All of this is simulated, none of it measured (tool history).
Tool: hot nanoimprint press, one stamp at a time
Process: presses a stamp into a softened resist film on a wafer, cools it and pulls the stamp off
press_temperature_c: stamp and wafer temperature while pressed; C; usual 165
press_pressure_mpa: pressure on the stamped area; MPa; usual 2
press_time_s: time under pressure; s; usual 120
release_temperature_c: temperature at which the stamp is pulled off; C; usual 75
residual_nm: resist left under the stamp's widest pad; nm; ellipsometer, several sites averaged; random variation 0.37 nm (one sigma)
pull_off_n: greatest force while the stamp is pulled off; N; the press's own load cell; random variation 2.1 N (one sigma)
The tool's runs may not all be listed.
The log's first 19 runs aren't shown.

run 20 day=12.05 | press_temperature_c=170 press_pressure_mpa=2 press_time_s=214 release_temperature_c=75 | residual_nm=63.5 pull_off_n=107
run 21 day=12.525 | press_temperature_c=160 press_pressure_mpa=1.21 press_time_s=173 release_temperature_c=70 | residual_nm=139.5 pull_off_n=115
run 22 day=13.117 | press_temperature_c=157 press_pressure_mpa=1.21 press_time_s=102 release_temperature_c=70 | residual_nm=170.1 pull_off_n=117
run 23 day=13.942 | press_temperature_c=160 press_pressure_mpa=1.21 press_time_s=120 release_temperature_c=75 | residual_nm=151.4 pull_off_n=106
run 24 day=14.533 | press_temperature_c=160 press_pressure_mpa=1.21 press_time_s=120 release_temperature_c=75 | residual_nm=152 pull_off_n=105
run 25 day=15.208 | press_temperature_c=176 press_pressure_mpa=1.21 press_time_s=103 release_temperature_c=67 | residual_nm=77.5 pull_off_n=130
run 26 day=15.883 | press_temperature_c=165 press_pressure_mpa=2 press_time_s=120 release_temperature_c=67 | residual_nm=105.3 pull_off_n=131
run 27 day=16.333 | press_temperature_c=165 press_pressure_mpa=2.42 press_time_s=120 release_temperature_c=75 | residual_nm=97.3 pull_off_n=109
run 28 day=16.896 | press_temperature_c=168 press_pressure_mpa=3.16 press_time_s=120 release_temperature_c=75 | residual_nm=73.4 pull_off_n=110
run 29 day=17.392 | press_temperature_c=174 press_pressure_mpa=3.16 press_time_s=120 release_temperature_c=75 | residual_nm=51.8 pull_off_n=111
run 30 day=17.846 | press_temperature_c=164 press_pressure_mpa=2 press_time_s=111 release_temperature_c=61 | residual_nm=113.5 pull_off_n=155

3 ways to go on from here, each from the tool as it stands after run 30. What would each give?
run A day=18.367 | press_temperature_c=164 press_pressure_mpa=1.28 press_time_s=185 release_temperature_c=81 | residual_nm=? pull_off_n=?
run B day=18.367 | press_temperature_c=164 press_pressure_mpa=2.14 press_time_s=111 release_temperature_c=75 | residual_nm=? pull_off_n=?
run C day=18.367 | press_temperature_c=160 press_pressure_mpa=2 press_time_s=120 release_temperature_c=72 | residual_nm=? pull_off_n=?

run=A residual_nm=111.7 pull_off_n=96
run=B residual_nm=110 pull_off_n=118
run=C residual_nm=132.9 pull_off_n=125
Without the tool's hidden state the same runs would have given:
run=A residual_nm=116.3 pull_off_n=79
run=B residual_nm=114.3 pull_off_n=98
run=C residual_nm=137.3 pull_off_n=103

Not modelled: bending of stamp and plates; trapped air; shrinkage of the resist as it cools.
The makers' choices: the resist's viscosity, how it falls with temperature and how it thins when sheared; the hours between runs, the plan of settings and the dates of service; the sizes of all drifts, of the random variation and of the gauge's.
